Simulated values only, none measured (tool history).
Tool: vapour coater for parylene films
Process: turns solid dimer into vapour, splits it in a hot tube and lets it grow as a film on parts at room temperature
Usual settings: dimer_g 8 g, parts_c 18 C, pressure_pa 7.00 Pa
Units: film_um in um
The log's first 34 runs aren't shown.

run,hour,dimer_g,parts_c,pressure_pa,hours of work since the trap's valve was overhauled,hours of work since the table's thermometer was calibrated,film_um
35,993.9,13,10,9.46,83,1884,8.21
36,1021.2,8,29,5.78,104,1904,3.17
37,1058.7,8,29,5.78,132,1933,3.12
38,1085.2,11,27,3.36,152,1953,5.11
39,1104.4,11,27,3.36,166,1967,5.05
40,1134.6,11,27,3.42,189,1990,5.04
41,1157.2,6,20,3.79,206,2007,3.37
42,1180.2,5,10,7.00,224,2025,3.26
43,1216.6,5,10,7.00,251,2052,3.25
44,1243.6,5,10,7.00,272,2072,3.23
45,1273.6,7,15,7.00,294,2095,3.87

Forecast run 46:
46,1308.4,8,30,6.96,321,2121,?

film_um: 2.78 um
Without the tool's hidden state the same run would have given film_um 3.09 um.
